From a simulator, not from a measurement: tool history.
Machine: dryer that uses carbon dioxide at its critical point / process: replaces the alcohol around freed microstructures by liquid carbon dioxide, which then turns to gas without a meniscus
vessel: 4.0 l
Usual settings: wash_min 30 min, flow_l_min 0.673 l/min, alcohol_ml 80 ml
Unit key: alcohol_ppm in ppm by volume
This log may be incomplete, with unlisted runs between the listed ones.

run 1 day=0 | wash_min=30 flow_l_min=0.673 alcohol_ml=80 | alcohol_ppm=460
run 2 day=0.35 | wash_min=30 flow_l_min=0.673 alcohol_ml=65 | alcohol_ppm=385
run 3 day=0.546 | wash_min=30 flow_l_min=0.673 alcohol_ml=80 | alcohol_ppm=446
run 4 day=0.975 | wash_min=30 flow_l_min=0.673 alcohol_ml=80 | alcohol_ppm=459
run 5 day=1.312 | wash_min=30 flow_l_min=0.673 alcohol_ml=80 | alcohol_ppm=444
run 6 day=1.588 | wash_min=30 flow_l_min=0.673 alcohol_ml=80 | alcohol_ppm=453
run 7 day=1.938 | wash_min=30 flow_l_min=0.673 alcohol_ml=80 | alcohol_ppm=466
run 8 day=2.275 | wash_min=30 flow_l_min=0.456 alcohol_ml=80 | alcohol_ppm=1518
run 9 day=2.475 | wash_min=30 flow_l_min=0.456 alcohol_ml=80 | alcohol_ppm=1591
run 10 day=2.775 | wash_min=30 flow_l_min=0.456 alcohol_ml=80 | alcohol_ppm=1547
run 11 day=3.108 | wash_min=30 flow_l_min=0.456 alcohol_ml=80 | alcohol_ppm=1507
run 12 day=3.467 | wash_min=30 flow_l_min=0.456 alcohol_ml=80 | alcohol_ppm=1574
run 13 day=3.917 | wash_min=28 flow_l_min=0.673 alcohol_ml=80 | alcohol_ppm=595
run 14 day=4.138 | wash_min=28 flow_l_min=0.673 alcohol_ml=80 | alcohol_ppm=586
run 15 day=4.329 | wash_min=28 flow_l_min=0.673 alcohol_ml=80 | alcohol_ppm=596
run 16 day=4.521 | wash_min=28 flow_l_min=0.673 alcohol_ml=80 | alcohol_ppm=600
run 17 day=4.821 | wash_min=28 flow_l_min=0.673 alcohol_ml=80 | alcohol_ppm=586
run 18 day=5.15 | wash_min=28 flow_l_min=0.673 alcohol_ml=80 | alcohol_ppm=612
run 19 day=5.371 | wash_min=30 flow_l_min=0.673 alcohol_ml=80 | alcohol_ppm=478
run 20 day=5.804 | wash_min=30 flow_l_min=0.802 alcohol_ml=80 | alcohol_ppm=233
run 21 day=6.233 | wash_min=30 flow_l_min=0.802 alcohol_ml=80 | alcohol_ppm=251
run 22 day=6.662 | wash_min=30 flow_l_min=0.802 alcohol_ml=80 | alcohol_ppm=248
run 23 day=6.929 | wash_min=19 flow_l_min=1.119 alcohol_ml=70 | alcohol_ppm=332
run 24 day=7.233 | wash_min=30 flow_l_min=0.754 alcohol_ml=24 | alcohol_ppm=123
run 25 day=7.462 | wash_min=24 flow_l_min=0.826 alcohol_ml=24 | alcohol_ppm=170
run 26 day=7.7 | wash_min=23 flow_l_min=0.673 alcohol_ml=57 | alcohol_ppm=789
run 27 day=7.975 | wash_min=23 flow_l_min=0.673 alcohol_ml=57 | alcohol_ppm=804
run 28 day=8.371 | wash_min=45 flow_l_min=0.673 alcohol_ml=80 | alcohol_ppm=107
run 29 day=8.738 | wash_min=20 flow_l_min=1.072 alcohol_ml=34 | alcohol_ppm=175
run 30 day=9.129 | wash_min=20 flow_l_min=0.679 alcohol_ml=25 | alcohol_ppm=521
run 31 day=9.488 | wash_min=32 flow_l_min=0.679 alcohol_ml=36 | alcohol_ppm=187
run 32 day=9.733 | wash_min=30 flow_l_min=0.883 alcohol_ml=80 | alcohol_ppm=162
run 33 day=9.954 | wash_min=22 flow_l_min=0.982 alcohol_ml=75 | alcohol_ppm=352
run 34 day=10.375 | wash_min=22 flow_l_min=0.982 alcohol_ml=75 | alcohol_ppm=354
run 35 day=10.575 | wash_min=22 flow_l_min=0.982 alcohol_ml=75 | alcohol_ppm=347
run 36 day=10.788 | wash_min=22 flow_l_min=0.982 alcohol_ml=75 | alcohol_ppm=343
run 37 day=11.221 | wash_min=41 flow_l_min=0.977 alcohol_ml=62 | alcohol_ppm=49

Subtracting, for every run, the result it would have given without the tool's unlogged condition from the measured result gives the following. The same run-to-run variation enters both numbers; the gauge's scatter may not:
Unlogged tool condition in this case: flow that reaches the vessel past the clogged filter, %; alcohol in the recycled carbon dioxide, ppm; drift of the gauge itself on alcohol_ppm, %.
run=1 alcohol_ppm=+88
run=2 alcohol_ppm=+78
run=3 alcohol_ppm=+89
run=4 alcohol_ppm=+91
run=5 alcohol_ppm=+89
run=6 alcohol_ppm=+92
run=7 alcohol_ppm=+94
run=8 alcohol_ppm=+193
run=9 alcohol_ppm=+203
run=10 alcohol_ppm=+198
run=11 alcohol_ppm=+194
run=12 alcohol_ppm=+207
run=13 alcohol_ppm=+115
run=14 alcohol_ppm=+113
run=15 alcohol_ppm=+117
run=16 alcohol_ppm=+118
run=17 alcohol_ppm=+117
run=18 alcohol_ppm=+122
run=19 alcohol_ppm=+106
run=20 alcohol_ppm=+70
run=21 alcohol_ppm=+73
run=22 alcohol_ppm=+74
run=23 alcohol_ppm=+84
run=24 alcohol_ppm=+46
run=25 alcohol_ppm=+55
run=26 alcohol_ppm=+138
run=27 alcohol_ppm=+139
run=28 alcohol_ppm=+49
run=29 alcohol_ppm=+61
run=30 alcohol_ppm=+95
run=31 alcohol_ppm=+62
run=32 alcohol_ppm=+64
run=33 alcohol_ppm=+97
run=34 alcohol_ppm=+100
run=35 alcohol_ppm=+100
run=36 alcohol_ppm=+96
run=37 alcohol_ppm=+39

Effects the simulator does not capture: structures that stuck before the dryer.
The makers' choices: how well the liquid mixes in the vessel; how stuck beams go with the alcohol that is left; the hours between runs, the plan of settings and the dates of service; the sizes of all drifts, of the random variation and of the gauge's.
